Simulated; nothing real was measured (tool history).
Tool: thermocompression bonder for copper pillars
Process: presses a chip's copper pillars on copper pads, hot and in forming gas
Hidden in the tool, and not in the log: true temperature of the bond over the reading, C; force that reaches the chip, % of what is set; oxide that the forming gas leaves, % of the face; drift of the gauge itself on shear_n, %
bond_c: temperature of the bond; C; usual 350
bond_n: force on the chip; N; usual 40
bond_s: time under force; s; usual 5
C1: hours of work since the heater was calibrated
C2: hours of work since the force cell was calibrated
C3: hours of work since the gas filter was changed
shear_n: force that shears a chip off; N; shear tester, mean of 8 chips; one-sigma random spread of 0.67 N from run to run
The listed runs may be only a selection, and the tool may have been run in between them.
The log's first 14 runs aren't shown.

{"run": 15, "hour": 116.1, "bond_c": 363, "bond_n": 40, "bond_s": 5, "C1": 11, "C2": 122, "C3": 109, "shear_n": 60.1}
{"run": 16, "hour": 124.8, "bond_c": 350, "bond_n": 40, "bond_s": 13, "C1": 18, "C2": 129, "C3": 115, "shear_n": 74.6}
{"run": 17, "hour": 132.6, "bond_c": 350, "bond_n": 40, "bond_s": 13, "C1": 24, "C2": 135, "C3": 122, "shear_n": 74.6}
{"run": 18, "hour": 141.9, "bond_c": 354, "bond_n": 40, "bond_s": 13, "C1": 31, "C2": 142, "C3": 129, "shear_n": 77.9}
{"run": 19, "hour": 150.4, "bond_c": 321, "bond_n": 50, "bond_s": 6, "C1": 38, "C2": 149, "C3": 136, "shear_n": 50.8}
{"run": 20, "hour": 160.4, "bond_c": 321, "bond_n": 50, "bond_s": 6, "C1": 46, "C2": 157, "C3": 143, "shear_n": 50.5}
{"run": 21, "hour": 166.7, "bond_c": 350, "bond_n": 38, "bond_s": 5, "C1": 51, "C2": 162, "C3": 148, "shear_n": 49.9}
{"run": 22, "hour": 176.4, "bond_c": 336, "bond_n": 30, "bond_s": 3, "C1": 59, "C2": 170, "C3": 156, "shear_n": 28.0}
{"run": 23, "hour": 186.1, "bond_c": 325, "bond_n": 43, "bond_s": 4, "C1": 66, "C2": 177, "C3": 164, "shear_n": 39.2}
{"run": 24, "hour": 195.3, "bond_c": 350, "bond_n": 32, "bond_s": 5, "C1": 73, "C2": 185, "C3": 171, "shear_n": 43.2}
{"run": 25, "hour": 205.5, "bond_c": 350, "bond_n": 32, "bond_s": 5, "C1": 81, "C2": 193, "C3": 179, "shear_n": 43.0}
{"run": 26, "hour": 214.1, "bond_c": 324, "bond_n": 50, "bond_s": 5, "C1": 88, "C2": 199, "C3": 186, "shear_n": 49.1}
{"run": 27, "hour": 218.4, "bond_c": 324, "bond_n": 50, "bond_s": 5, "C1": 92, "C2": 203, "C3": 189, "shear_n": 48.0}
{"run": 28, "hour": 228.4, "bond_c": 320, "bond_n": 28, "bond_s": 12, "C1": 100, "C2": 211, "C3": 197, "shear_n": 39.2}
{"run": 29, "hour": 234.5, "bond_c": 374, "bond_n": 32, "bond_s": 7, "C1": 104, "C2": 215, "C3": 202, "shear_n": 61.2}
{"run": 30, "hour": 244.2, "bond_c": 334, "bond_n": 40, "bond_s": 4, "C1": 112, "C2": 223, "C3": 209, "shear_n": 40.5}
{"run": 31, "hour": 252.1, "bond_c": 363, "bond_n": 32, "bond_s": 3, "C1": 118, "C2": 229, "C3": 216, "shear_n": 40.1}

What if the next run were any one of these 5? Each begins from the tool's condition after run 31:
{"run": "A", "hour": 259.1, "bond_c": 364, "bond_n": 27, "bond_s": 13, "C1": 124, "C2": 235, "C3": 221, "shear_n": "?"}
{"run": "B", "hour": 259.1, "bond_c": 363, "bond_n": 43, "bond_s": 3, "C1": 124, "C2": 235, "C3": 221, "shear_n": "?"}
{"run": "C", "hour": 259.1, "bond_c": 323, "bond_n": 54, "bond_s": 5, "C1": 124, "C2": 235, "C3": 221, "shear_n": "?"}
{"run": "D", "hour": 259.1, "bond_c": 366, "bond_n": 40, "bond_s": 13, "C1": 124, "C2": 235, "C3": 221, "shear_n": "?"}
{"run": "E", "hour": 259.1, "bond_c": 363, "bond_n": 32, "bond_s": 3, "C1": 124, "C2": 235, "C3": 221, "shear_n": "?"}

run=A shear_n=63.0
run=B shear_n=51.3
run=C shear_n=49.9
run=D shear_n=84.8
run=E shear_n=39.8
Take away the tool's hidden state, keep each run's random variation, and the runs would have read:
run=A shear_n=65.3
run=B shear_n=53.2
run=C shear_n=51.7
run=D shear_n=87.8
run=E shear_n=41.3

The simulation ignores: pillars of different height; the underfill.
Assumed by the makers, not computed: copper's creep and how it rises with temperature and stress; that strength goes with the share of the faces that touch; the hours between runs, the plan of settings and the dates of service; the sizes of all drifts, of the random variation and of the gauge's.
